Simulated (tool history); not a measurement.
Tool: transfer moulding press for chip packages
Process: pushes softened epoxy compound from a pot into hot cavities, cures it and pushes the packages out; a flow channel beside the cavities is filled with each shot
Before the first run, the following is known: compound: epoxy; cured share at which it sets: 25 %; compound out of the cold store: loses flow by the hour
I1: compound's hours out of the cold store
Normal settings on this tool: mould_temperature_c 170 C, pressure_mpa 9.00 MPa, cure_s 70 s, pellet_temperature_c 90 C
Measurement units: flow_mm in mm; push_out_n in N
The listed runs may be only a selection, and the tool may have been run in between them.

run 1 hour=0.0 | mould_temperature_c=170 pressure_mpa=9.00 cure_s=70 pellet_temperature_c=90 | I1=32.3 | flow_mm=504 push_out_n=584
run 2 hour=40.3 | mould_temperature_c=170 pressure_mpa=9.00 cure_s=70 pellet_temperature_c=90 | I1=9.4 | flow_mm=599 push_out_n=655
-- hour=51.1 cavities cleaned with cleaning compound and waxed
run 3 hour=72.5 | mould_temperature_c=170 pressure_mpa=9.00 cure_s=70 pellet_temperature_c=90 | I1=28.9 | flow_mm=519 push_out_n=591
run 4 hour=106.6 | mould_temperature_c=170 pressure_mpa=9.00 cure_s=70 pellet_temperature_c=90 | I1=37.1 | flow_mm=486 push_out_n=591
-- hour=126.1 cavities cleaned with cleaning compound and waxed
run 5 hour=150.7 | mould_temperature_c=170 pressure_mpa=9.00 cure_s=70 pellet_temperature_c=90 | I1=32.3 | flow_mm=502 push_out_n=579
-- hour=182.0 mould's thermocouples calibrated
-- hour=192.2 plunger's sealing rings changed
-- hour=207.1 cavities cleaned with cleaning compound and waxed
run 6 hour=207.1 | mould_temperature_c=170 pressure_mpa=9.00 cure_s=70 pellet_temperature_c=90 | I1=16.1 | flow_mm=568 push_out_n=616
run 7 hour=231.7 | mould_temperature_c=170 pressure_mpa=9.00 cure_s=70 pellet_temperature_c=90 | I1=40.7 | flow_mm=471 push_out_n=588
run 8 hour=252.0 | mould_temperature_c=170 pressure_mpa=9.00 cure_s=70 pellet_temperature_c=90 | I1=41.8 | flow_mm=467 push_out_n=584
-- hour=284.0 cavities cleaned with cleaning compound and waxed
run 9 hour=284.0 | mould_temperature_c=170 pressure_mpa=9.00 cure_s=70 pellet_temperature_c=90 | I1=44.1 | flow_mm=463 push_out_n=567
run 10 hour=322.9 | mould_temperature_c=176 pressure_mpa=9.00 cure_s=70 pellet_temperature_c=90 | I1=11.7 | flow_mm=569 push_out_n=450
-- hour=360.6 cavities cleaned with cleaning compound and waxed
run 11 hour=360.6 | mould_temperature_c=170 pressure_mpa=10.55 cure_s=70 pellet_temperature_c=85 | I1=35.8 | flow_mm=529 push_out_n=569
run 12 hour=393.8 | mould_temperature_c=170 pressure_mpa=10.40 cure_s=64 pellet_temperature_c=91 | I1=33.2 | flow_mm=539 push_out_n=719
-- hour=435.4 cavities cleaned with cleaning compound and waxed
run 13 hour=438.1 | mould_temperature_c=170 pressure_mpa=10.86 cure_s=55 pellet_temperature_c=89 | I1=40.0 | flow_mm=524 push_out_n=1041
run 14 hour=487.5 | mould_temperature_c=166 pressure_mpa=7.34 cure_s=70 pellet_temperature_c=85 | I1=38.6 | flow_mm=445 push_out_n=765
-- hour=512.1 cavities cleaned with cleaning compound and waxed
run 15 hour=530.8 | mould_temperature_c=170 pressure_mpa=8.65 cure_s=75 pellet_temperature_c=90 | I1=38.8 | flow_mm=471 push_out_n=520
-- hour=538.0 plunger's sealing rings changed
run 16 hour=577.3 | mould_temperature_c=170 pressure_mpa=9.00 cure_s=71 pellet_temperature_c=90 | I1=47.5 | flow_mm=446 push_out_n=548
-- hour=592.1 cavities cleaned with cleaning compound and waxed
run 17 hour=610.3 | mould_temperature_c=170 pressure_mpa=9.00 cure_s=71 pellet_temperature_c=90 | I1=24.6 | flow_mm=536 push_out_n=602
run 18 hour=652.5 | mould_temperature_c=170 pressure_mpa=9.00 cure_s=71 pellet_temperature_c=90 | I1=34.7 | flow_mm=496 push_out_n=575
-- hour=669.4 cavities cleaned with cleaning compound and waxed
run 19 hour=688.7 | mould_temperature_c=170 pressure_mpa=9.00 cure_s=71 pellet_temperature_c=90 | I1=32.5 | flow_mm=500 push_out_n=585

Alternative continuations, all from the tool just after run 19; predict every row:
run A hour=738.3 | mould_temperature_c=171 pressure_mpa=8.91 cure_s=82 pellet_temperature_c=90 | I1=13.8 | flow_mm=? push_out_n=?
run B hour=738.3 | mould_temperature_c=177 pressure_mpa=9.00 cure_s=70 pellet_temperature_c=90 | I1=11.6 | flow_mm=? push_out_n=?
run C hour=738.3 | mould_temperature_c=170 pressure_mpa=9.72 cure_s=76 pellet_temperature_c=93 | I1=34.2 | flow_mm=? push_out_n=?

run=A flow_mm=576 push_out_n=489
run=B flow_mm=579 push_out_n=464
run=C flow_mm=520 push_out_n=497
What these runs would have given with no unlogged condition in the tool:
run=A flow_mm=577 push_out_n=486
run=B flow_mm=579 push_out_n=461
run=C flow_mm=520 push_out_n=493
